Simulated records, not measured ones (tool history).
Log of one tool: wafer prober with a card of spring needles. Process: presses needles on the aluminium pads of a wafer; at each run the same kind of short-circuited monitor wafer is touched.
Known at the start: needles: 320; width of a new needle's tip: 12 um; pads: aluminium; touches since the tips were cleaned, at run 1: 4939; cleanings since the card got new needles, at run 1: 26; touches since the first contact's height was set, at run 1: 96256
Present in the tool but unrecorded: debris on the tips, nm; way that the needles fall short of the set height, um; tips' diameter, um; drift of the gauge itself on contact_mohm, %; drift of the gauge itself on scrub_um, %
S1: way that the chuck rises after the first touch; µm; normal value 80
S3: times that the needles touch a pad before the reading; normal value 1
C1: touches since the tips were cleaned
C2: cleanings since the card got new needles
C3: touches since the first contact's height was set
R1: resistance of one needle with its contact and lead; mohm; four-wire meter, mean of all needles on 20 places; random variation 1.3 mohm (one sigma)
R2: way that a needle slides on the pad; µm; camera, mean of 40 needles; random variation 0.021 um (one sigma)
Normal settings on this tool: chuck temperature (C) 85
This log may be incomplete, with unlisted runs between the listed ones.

{"run": 1, "day": 0.0, "S1": 80, "chuck temperature (C)": 85, "S3": 1, "C1": 4939, "C2": 26, "C3": 96256, "R1": 112, "R2": 18.93}
{"day": 0.429, "done": "tips cleaned on abrasive film"}
{"run": 2, "day": 1.071, "S1": 80, "chuck temperature (C)": 85, "S3": 1, "C1": 6066, "C2": 27, "C3": 106376, "R1": 113, "R2": 18.93}
{"day": 1.429, "done": "tips cleaned on abrasive film"}
{"run": 3, "day": 1.754, "S1": 80, "chuck temperature (C)": 55, "S3": 1, "C1": 3082, "C2": 28, "C3": 112841, "R1": 109, "R2": 18.96}
{"day": 2.446, "done": "tips cleaned on abrasive film"}
{"run": 4, "day": 2.746, "S1": 80, "chuck temperature (C)": 55, "S3": 1, "C1": 2828, "C2": 29, "C3": 122191, "R1": 110, "R2": 18.94}
{"day": 3.442, "done": "tips cleaned on abrasive film"}
{"run": 5, "day": 3.592, "S1": 80, "chuck temperature (C)": 85, "S3": 1, "C1": 1387, "C2": 30, "C3": 130183, "R1": 111, "R2": 18.93}
{"day": 4.396, "done": "tips cleaned on abrasive film"}
{"run": 6, "day": 4.896, "S1": 80, "chuck temperature (C)": 85, "S3": 1, "C1": 4752, "C2": 31, "C3": 142556, "R1": 114, "R2": 18.92}
{"day": 5.229, "done": "height of the first contact set anew"}
{"day": 5.396, "done": "tips cleaned on abrasive film"}
{"run": 7, "day": 5.596, "S1": 80, "chuck temperature (C)": 85, "S3": 1, "C1": 1927, "C2": 32, "C3": 3443, "R1": 113, "R2": 18.93}
{"day": 6.388, "done": "tips cleaned on abrasive film"}
{"run": 8, "day": 7.05, "S1": 80, "chuck temperature (C)": 85, "S3": 1, "C1": 6284, "C2": 33, "C3": 17203, "R1": 112, "R2": 18.95}
{"day": 7.442, "done": "tips cleaned on abrasive film"}
{"run": 9, "day": 7.846, "S1": 80, "chuck temperature (C)": 85, "S3": 1, "C1": 3816, "C2": 34, "C3": 24699, "R1": 113, "R2": 18.92}
{"day": 8.412, "done": "tips cleaned on abrasive film"}
{"run": 10, "day": 9.312, "S1": 95, "chuck temperature (C)": 85, "S3": 1, "C1": 8552, "C2": 35, "C3": 38595, "R1": 111, "R2": 22.5}
{"day": 9.392, "done": "tips cleaned on abrasive film"}
{"run": 11, "day": 10.229, "S1": 80, "chuck temperature (C)": 85, "S3": 1, "C1": 7940, "C2": 36, "C3": 47247, "R1": 113, "R2": 18.97}
{"day": 10.367, "done": "tips cleaned on abrasive film"}
{"run": 12, "day": 11.054, "S1": 80, "chuck temperature (C)": 102, "S3": 1, "C1": 6552, "C2": 37, "C3": 55070, "R1": 114, "R2": 18.94}
{"day": 11.362, "done": "tips cleaned on abrasive film"}
{"run": 13, "day": 12.292, "S1": 80, "chuck temperature (C)": 102, "S3": 1, "C1": 8852, "C2": 38, "C3": 66782, "R1": 114, "R2": 18.92}
{"day": 12.396, "done": "tips cleaned on abrasive film"}
{"run": 14, "day": 12.921, "S1": 63, "chuck temperature (C)": 85, "S3": 1, "C1": 5007, "C2": 39, "C3": 72707, "R1": 116, "R2": 14.9}
{"day": 13.429, "done": "tips cleaned on abrasive film"}
{"run": 15, "day": 14.171, "S1": 97, "chuck temperature (C)": 85, "S3": 1, "C1": 7012, "C2": 40, "C3": 84519, "R1": 110, "R2": 23.0}
{"day": 14.392, "done": "tips cleaned on abrasive film"}
{"day": 15.396, "done": "tips cleaned on abrasive film"}
{"run": 16, "day": 15.396, "S1": 97, "chuck temperature (C)": 85, "S3": 1, "C1": 0, "C2": 42, "C3": 96069, "R1": 111, "R2": 22.96}
{"day": 16.383, "done": "tips cleaned on abrasive film"}
{"run": 17, "day": 16.638, "S1": 97, "chuck temperature (C)": 85, "S3": 1, "C1": 2434, "C2": 43, "C3": 107854, "R1": 109, "R2": 22.96}
{"day": 17.408, "done": "tips cleaned on abrasive film"}
{"run": 18, "day": 18.088, "S1": 62, "chuck temperature (C)": 28, "S3": 1, "C1": 6472, "C2": 44, "C3": 121567, "R1": 107, "R2": 14.71}
{"day": 18.4, "done": "tips cleaned on abrasive film"}
{"run": 19, "day": 18.85, "S1": 76, "chuck temperature (C)": 85, "S3": 1, "C1": 4285, "C2": 45, "C3": 128773, "R1": 112, "R2": 17.99}
{"day": 19.371, "done": "tips cleaned on abrasive film"}
{"run": 20, "day": 19.621, "S1": 60, "chuck temperature (C)": 85, "S3": 1, "C1": 2369, "C2": 46, "C3": 136034, "R1": 117, "R2": 14.21}
{"day": 20.35, "done": "tips cleaned on abrasive film"}
{"run": 21, "day": 20.442, "S1": 76, "chuck temperature (C)": 36, "S3": 2, "C1": 891, "C2": 47, "C3": 143809, "R1": 108, "R2": 18.02}
{"day": 20.583, "done": "height of the first contact set anew"}
{"run": 22, "day": 21.188, "S1": 76, "chuck temperature (C)": 124, "S3": 2, "C1": 7855, "C2": 47, "C3": 5764, "R1": 119, "R2": 18.01}

What if the next run were any one of these 3? Each begins from the tool's condition after run 22:
{"day": 21.338, "done": "tips cleaned on abrasive film"}
{"day": 22.371, "done": "tips cleaned on abrasive film"}
{"run": "A", "day": 22.571, "S1": 71, "chuck temperature (C)": 124, "S3": 2, "C1": 1885, "C2": 49, "C3": 18809, "R1": "?", "R2": "?"}
{"day": 21.338, "done": "tips cleaned on abrasive film"}
{"day": 22.371, "done": "tips cleaned on abrasive film"}
{"run": "B", "day": 22.571, "S1": 61, "chuck temperature (C)": 78, "S3": 2, "C1": 1885, "C2": 49, "C3": 18809, "R1": "?", "R2": "?"}
{"day": 21.338, "done": "tips cleaned on abrasive film"}
{"day": 22.371, "done": "tips cleaned on abrasive film"}
{"run": "C", "day": 22.571, "S1": 76, "chuck temperature (C)": 124, "S3": 3, "C1": 1885, "C2": 49, "C3": 18809, "R1": "?", "R2": "?"}

run=A R1=119 R2=16.84
run=B R1=113 R2=14.44
run=C R1=118 R2=18.00
With the hidden condition removed and each run's random variation left untouched, the same runs would have given:
run=A R1=119 R2=16.84
run=B R1=113 R2=14.44
run=C R1=118 R2=18.00
